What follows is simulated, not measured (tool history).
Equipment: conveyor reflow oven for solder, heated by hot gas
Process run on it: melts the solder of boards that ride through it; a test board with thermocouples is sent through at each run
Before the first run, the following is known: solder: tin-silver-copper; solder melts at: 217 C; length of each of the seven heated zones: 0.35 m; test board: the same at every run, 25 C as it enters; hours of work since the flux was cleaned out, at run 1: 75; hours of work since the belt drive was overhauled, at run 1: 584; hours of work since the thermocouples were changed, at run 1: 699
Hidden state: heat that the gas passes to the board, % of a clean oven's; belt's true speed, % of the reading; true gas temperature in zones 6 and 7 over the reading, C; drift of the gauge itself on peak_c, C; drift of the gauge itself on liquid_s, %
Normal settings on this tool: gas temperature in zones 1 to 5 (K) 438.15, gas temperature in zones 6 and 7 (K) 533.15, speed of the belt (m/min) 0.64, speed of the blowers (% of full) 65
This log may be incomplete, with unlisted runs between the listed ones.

run,hour,gas temperature in zones 1 to 5 (K),gas temperature in zones 6 and 7 (K),speed of the belt (m/min),speed of the blowers (% of full),hours of work since the flux was cleaned out,hours of work since the belt drive was overhauled,hours of work since the thermocouples were changed,highest temperature of the board (K),time above the solder's melting point (s)
1,0,438.15,533.15,0.64,65,75,584,699,520.45,44.9
2,34.9,438.15,533.15,0.64,65,91,600,714,520.05,43.9
3,84.7,438.15,533.15,0.64,65,114,623,737,520.35,44.3
4,131.1,438.15,533.15,0.64,65,135,644,758,519.95,44.1
5,187.8,429.15,533.15,0.64,65,161,670,784,518.85,40.6
6,227.4,429.15,533.15,0.64,65,179,688,802,518.35,41.2
7,277.1,429.15,533.15,0.64,65,202,711,825,518.05,40
8,320.3,438.15,533.15,0.768,65,221,730,845,513.25,31.2
9,398.1,425.15,533.15,0.64,65,257,766,880,517.65,38.7
# hour 467.2: flux residue cleaned out of gas plates and filters
10,474.3,425.15,533.15,0.64,65,3,798,912,515.05,35.7
11,517,438.15,533.15,0.64,65,23,818,932,517.55,41.6
12,568.8,438.15,533.15,0.64,57,46,841,956,515.45,38.9
13,625.1,438.15,533.15,0.634,65,72,867,981,517.25,41.7
14,681.7,449.15,533.15,0.634,78,98,893,1007,522.05,49
15,736.7,445.15,533.15,0.586,66,123,918,1032,520.95,50.3
16,787.2,445.15,548.15,0.586,63,146,941,1055,533.85,59.5
# hour 835.4: flux residue cleaned out of gas plates and filters, once more
17,871.7,423.15,533.15,0.64,82,17,977,1091,523.75,44.9
18,947.9,452.15,540.15,0.64,73,51,1012,1126,530.95,56.1
19,1017.6,446.15,526.15,0.64,58,83,1044,1158,513.65,42.3
20,1080.7,445.15,540.15,0.64,52,112,1072,1187,525.25,49.1
# hour 1095: thermocouples of zones 6 and 7 changed
21,1135.2,445.15,540.15,0.64,52,136,1096,18,522.45,47.3
22,1170.7,438.15,529.15,0.64,65,152,1113,34,516.05,41.5

Here are 4 independent what-if runs from the current tool condition. What would each one return?
A,1245.8,438.15,533.15,0.64,65,186,1147,69,?,?
B,1245.8,438.15,523.15,0.64,62,186,1147,69,?,?
C,1245.8,426.15,533.15,0.748,65,186,1147,69,?,?
D,1245.8,434.15,543.15,0.64,77,186,1147,69,?,?

run,highest temperature of the board (K),time above the solder's melting point (s)
A,518.55,43.1
B,509.15,34.6
C,511.55,27.9
D,529.95,50.4
The same runs, with their run-to-run variation unchanged, on a tool lacking any hidden condition would have given:
run,highest temperature of the board (K),time above the solder's melting point (s)
A,519.65,43.3
B,510.15,35.1
C,512.95,28.7
D,531.25,50.3
